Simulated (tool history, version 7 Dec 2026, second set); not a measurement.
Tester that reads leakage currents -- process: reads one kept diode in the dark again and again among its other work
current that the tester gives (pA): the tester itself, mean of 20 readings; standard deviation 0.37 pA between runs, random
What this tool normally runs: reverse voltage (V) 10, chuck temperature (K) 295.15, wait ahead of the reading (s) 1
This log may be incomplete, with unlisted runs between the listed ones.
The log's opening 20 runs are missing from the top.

| run | hour | reverse voltage (V) | chuck temperature (K) | wait ahead of the reading (s) | current that the tester gives (pA) |
|---|---|---|---|---|---|
| 21 | 501.5 | 2.2 | 322.15 | 0.31 | 599.19 |
| 22 | 530.1 | 2.2 | 322.15 | 0.31 | 604.22 |
| 23 | 556.5 | 2.7 | 295.15 | 1.56 | 59.51 |
| 24 | 588.4 | 4.1 | 298.15 | 2.19 | 99.48 |
| 25 | 614.7 | 1.1 | 317.15 | 1.35 | 272.24 |
| 26 | 639.8 | 2.9 | 330.15 | 3.22 | 1336.1 |
| 27 | 665.2 | 10 | 305.15 | 0.42 | 311.61 |
| 28 | 699.2 | 10 | 295.15 | 3.65 | 119.9 |
| 29 | 724.9 | 10 | 316.15 | 1.05 | 823.06 |
| 30 | 756.5 | 7.1 | 326.15 | 1 | 1571.65 |
| 31 | 789.8 | 5.6 | 327.15 | 7.95 | 1494.8 |
| 32 | 820.7 | 5.6 | 327.15 | 7.95 | 1495.75 |
| 33 | 845.6 | 7.3 | 327.15 | 7.15 | 1727.06 |
| 34 | 876.7 | 10 | 312.15 | 0.73 | 581.94 |
| 35 | 895.1 | 10.9 | 311.15 | 0.85 | 557.99 |
| 36 | 929.9 | 9.6 | 320.15 | 0.65 | 1136.44 |

Branching from run 36: 4 alternative next runs. What would each branch give?
| A | 947.8 | 9.6 | 302.15 | 0.65 | ? |
| B | 947.8 | 9.6 | 320.15 | 1.95 | ? |
| C | 947.8 | 10 | 295.15 | 0.43 | ? |
| D | 947.8 | 1.2 | 295.15 | 9.35 | ? |

| run | current that the tester gives (pA) |
|---|---|
| A | 230.63 |
| B | 1125.97 |
| C | 121.1 |
| D | 38 |
What these runs would have given with no unlogged condition in the tool:
| run | current that the tester gives (pA) |
|---|---|
| A | 230.55 |
| B | 1126.18 |
| C | 120.97 |
| D | 38 |
